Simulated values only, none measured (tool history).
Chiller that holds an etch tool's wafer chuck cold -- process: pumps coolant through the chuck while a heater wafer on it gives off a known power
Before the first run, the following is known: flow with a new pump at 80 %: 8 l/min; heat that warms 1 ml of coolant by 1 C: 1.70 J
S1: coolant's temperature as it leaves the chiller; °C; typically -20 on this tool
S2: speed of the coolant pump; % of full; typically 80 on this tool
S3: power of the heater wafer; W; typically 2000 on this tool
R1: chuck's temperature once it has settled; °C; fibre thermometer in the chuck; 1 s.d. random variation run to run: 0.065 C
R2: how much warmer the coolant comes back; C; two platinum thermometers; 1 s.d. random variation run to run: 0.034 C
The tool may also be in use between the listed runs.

run 1 day=0.000 | S1=-20 S2=80 S3=2000 | R1=-4.65 R2=9.35
run 2 day=7.629 | S1=-20 S2=80 S3=2000 | R1=-4.66 R2=9.34
run 3 day=11.300 | S1=-20 S2=80 S3=2000 | R1=-4.57 R2=9.32
run 4 day=14.842 | S1=-20 S2=80 S3=2000 | R1=-4.63 R2=9.38
run 5 day=22.758 | S1=-20 S2=80 S3=2000 | R1=-4.61 R2=9.42
run 6 day=28.117 | S1=-20 S2=80 S3=2000 | R1=-4.68 R2=9.38
run 7 day=33.621 | S1=-20 S2=80 S3=2000 | R1=-4.53 R2=9.39
run 8 day=41.092 | S1=-20 S2=80 S3=2000 | R1=-4.53 R2=9.47
run 9 day=47.417 | S1=-20 S2=80 S3=2000 | R1=-4.43 R2=9.46
run 10 day=52.692 | S1=-20 S2=80 S3=2000 | R1=-4.43 R2=9.44
run 11 day=59.846 | S1=-27 S2=80 S3=2000 | R1=-11.51 R2=9.47
-- day=60.521 coolant pump overhauled
run 12 day=66.217 | S1=-27 S2=80 S3=2000 | R1=-11.14 R2=9.79
run 13 day=71.733 | S1=-27 S2=80 S3=2000 | R1=-11.22 R2=9.74
run 14 day=75.854 | S1=-27 S2=80 S3=2000 | R1=-11.25 R2=9.79
run 15 day=80.242 | S1=-20 S2=85 S3=2000 | R1=-4.92 R2=9.21
run 16 day=87.562 | S1=-17 S2=92 S3=1929 | R1=-3.16 R2=8.14
run 17 day=92.067 | S1=-17 S2=69 S3=1305 | R1=-5.74 R2=7.54
-- day=97.154 coolant changed, channels flushed
-- day=98.179 coolant pump overhauled, once more
-- day=98.221 chiller's thermometer calibrated
run 18 day=98.925 | S1=-21 S2=80 S3=2076 | R1=-6.12 R2=9.14
run 19 day=103.038 | S1=-21 S2=80 S3=2076 | R1=-6.01 R2=9.22
run 20 day=107.950 | S1=-29 S2=89 S3=2000 | R1=-15.63 R2=7.96
run 21 day=113.100 | S1=-29 S2=72 S3=2282 | R1=-11.41 R2=11.31
run 22 day=119.150 | S1=-29 S2=72 S3=2282 | R1=-11.41 R2=11.34
run 23 day=126.208 | S1=-29 S2=72 S3=2282 | R1=-11.32 R2=11.31
run 24 day=133.142 | S1=-26 S2=94 S3=2522 | R1=-9.61 R2=9.54
run 25 day=137.608 | S1=-12 S2=92 S3=1772 | R1=-0.41 R2=6.84
run 26 day=143.025 | S1=-12 S2=92 S3=1772 | R1=-0.44 R2=6.84
run 27 day=150.083 | S1=-10 S2=92 S3=2431 | R1=5.98 R2=9.35
run 28 day=154.875 | S1=-10 S2=92 S3=2431 | R1=6.02 R2=9.41
run 29 day=161.629 | S1=-20 S2=92 S3=1371 | R1=-11.12 R2=5.33

Run 30 is up next; what results do you expect?
run 30 day=168.804 | S1=-19 S2=66 S3=2000 | R1=? R2=?

Run 30 yielded R1 -2.48 °C, R2 11.02 C.
Without the tool's hidden state the same run would have given R1 -2.65 °C, R2 10.83 C.
